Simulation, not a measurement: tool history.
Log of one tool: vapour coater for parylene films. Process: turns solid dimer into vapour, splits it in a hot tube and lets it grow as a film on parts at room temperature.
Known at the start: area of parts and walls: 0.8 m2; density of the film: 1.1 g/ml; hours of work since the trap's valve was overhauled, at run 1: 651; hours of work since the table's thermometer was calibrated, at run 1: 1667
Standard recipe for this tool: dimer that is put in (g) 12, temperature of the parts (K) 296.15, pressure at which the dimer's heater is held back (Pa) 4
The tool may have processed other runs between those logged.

| run | day | dimer that is put in (g) | temperature of the parts (K) | pressure at which the dimer's heater is held back (Pa) | hours of work since the trap's valve was overhauled | hours of work since the table's thermometer was calibrated | thickness of the film (nm) |
|---|---|---|---|---|---|---|---|
| 1 | 0 | 12 | 296.15 | 4 | 651 | 1667 | 6160 |
|  | 0.479 | trap's valve overhauled |
|  | 2.779 | table's thermometer calibrated |
| 2 | 2.829 | 12 | 296.15 | 4 | 42 | 1 | 6650 |
| 3 | 3.971 | 12 | 296.15 | 4 | 62 | 21 | 6670 |
| 4 | 5.75 | 12 | 296.15 | 4 | 94 | 53 | 6750 |
| 5 | 7.192 | 12 | 296.15 | 4 | 120 | 79 | 6680 |
|  | 8.217 | table's thermometer calibrated, once more |
| 6 | 9.938 | 12 | 302.15 | 4 | 169 | 31 | 5370 |
| 7 | 12.633 | 12 | 290.15 | 4 | 217 | 79 | 8280 |
| 8 | 14.912 | 12 | 290.15 | 4 | 258 | 120 | 8290 |
| 9 | 17.379 | 12 | 296.15 | 2.18 | 302 | 165 | 7480 |
| 10 | 19.271 | 8 | 296.15 | 4 | 336 | 199 | 4320 |
| 11 | 21.967 | 8 | 296.15 | 4 | 385 | 247 | 4370 |
| 12 | 23.746 | 12 | 301.15 | 4 | 417 | 279 | 5390 |
| 13 | 25.354 | 12 | 296.15 | 2.39 | 446 | 308 | 7100 |
| 14 | 28.062 | 12 | 296.15 | 2.39 | 494 | 357 | 7070 |
| 15 | 29.296 | 12 | 296.15 | 7.7 | 517 | 379 | 5440 |
| 16 | 31.088 | 12 | 297.15 | 4 | 549 | 411 | 6040 |
| 17 | 33.558 | 12 | 297.15 | 4 | 593 | 456 | 5900 |
| 18 | 35.65 | 12 | 297.15 | 4 | 631 | 493 | 5940 |
|  | 37.354 | trap's valve overhauled |
| 19 | 37.554 | 12 | 297.15 | 4 | 4 | 524 | 6770 |
| 20 | 39.821 | 12 | 297.15 | 4 | 44 | 565 | 6590 |
| 21 | 42.496 | 12 | 297.15 | 4 | 92 | 613 | 6470 |
| 22 | 44.675 | 12 | 297.15 | 4 | 132 | 652 | 6550 |
| 23 | 46.804 | 12 | 296.15 | 4 | 170 | 691 | 6670 |
| 24 | 49.546 | 12 | 296.15 | 2.87 | 219 | 740 | 7100 |
| 25 | 50.892 | 10 | 299.15 | 7 | 243 | 764 | 4430 |
| 26 | 52.812 | 10 | 299.15 | 7 | 278 | 799 | 4410 |
| 27 | 53.971 | 10 | 295.15 | 2.81 | 299 | 820 | 6100 |
| 28 | 55.742 | 14 | 289.15 | 4 | 331 | 851 | 9760 |
| 29 | 57.179 | 8 | 296.15 | 4 | 356 | 877 | 4350 |
| 30 | 58.462 | 8 | 296.15 | 4 | 379 | 900 | 4340 |
| 31 | 59.642 | 8 | 296.15 | 4 | 401 | 922 | 4240 |
| 32 | 61.404 | 8 | 296.15 | 2.67 | 432 | 953 | 4590 |
| 33 | 62.721 | 6 | 306.15 | 8.65 | 456 | 977 | 1870 |
| 34 | 64.442 | 6 | 306.15 | 8.65 | 487 | 1008 | 1880 |
| 35 | 65.996 | 6 | 292.15 | 2.98 | 515 | 1036 | 3920 |
| 36 | 67.208 | 21 | 292.15 | 2.98 | 537 | 1058 | 13290 |
| 37 | 68.429 | 21 | 292.15 | 2.98 | 559 | 1080 | 13340 |
| 38 | 69.771 | 8 | 292.15 | 2.62 | 583 | 1104 | 5130 |
| 39 | 71.688 | 8 | 299.15 | 9.29 | 617 | 1138 | 3050 |
| 40 | 72.929 | 8 | 296.15 | 4 | 640 | 1160 | 4030 |
|  | 73.983 | trap's valve overhauled |
| 41 | 74.967 | 15 | 296.15 | 6.09 | 18 | 1194 | 7960 |
| 42 | 77.092 | 12 | 308.15 | 8.01 | 56 | 1232 | 3770 |
| 43 | 78.608 | 5 | 308.15 | 8.01 | 83 | 1259 | 1560 |
| 44 | 79.788 | 5 | 308.15 | 8.01 | 104 | 1281 | 1560 |
| 45 | 81.746 | 5 | 291.15 | 8.01 | 140 | 1316 | 2940 |
| 46 | 83.562 | 7 | 294.15 | 4 | 172 | 1349 | 4110 |
| 47 | 85.767 | 7 | 294.15 | 4 | 212 | 1388 | 4080 |

Consider 4 possible next runs. They are alternatives, not a sequence: every one starts from the tool as it was left by run 47. What does each give?
| A | 87.721 | 12 | 296.15 | 10.84 | 247 | 1423 | ? |
| B | 87.721 | 12 | 302.15 | 4 | 247 | 1423 | ? |
| C | 87.721 | 11 | 294.15 | 6.21 | 247 | 1423 | ? |
| D | 87.721 | 21 | 298.15 | 3.71 | 247 | 1423 | ? |

| run | thickness of the film (nm) |
|---|---|
| A | 5360 |
| B | 5280 |
| C | 5910 |
| D | 10950 |
Without the tool's unlogged condition, the same runs would have read:
| run | thickness of the film (nm) |
|---|---|
| A | 5710 |
| B | 5610 |
| C | 6280 |
| D | 11650 |

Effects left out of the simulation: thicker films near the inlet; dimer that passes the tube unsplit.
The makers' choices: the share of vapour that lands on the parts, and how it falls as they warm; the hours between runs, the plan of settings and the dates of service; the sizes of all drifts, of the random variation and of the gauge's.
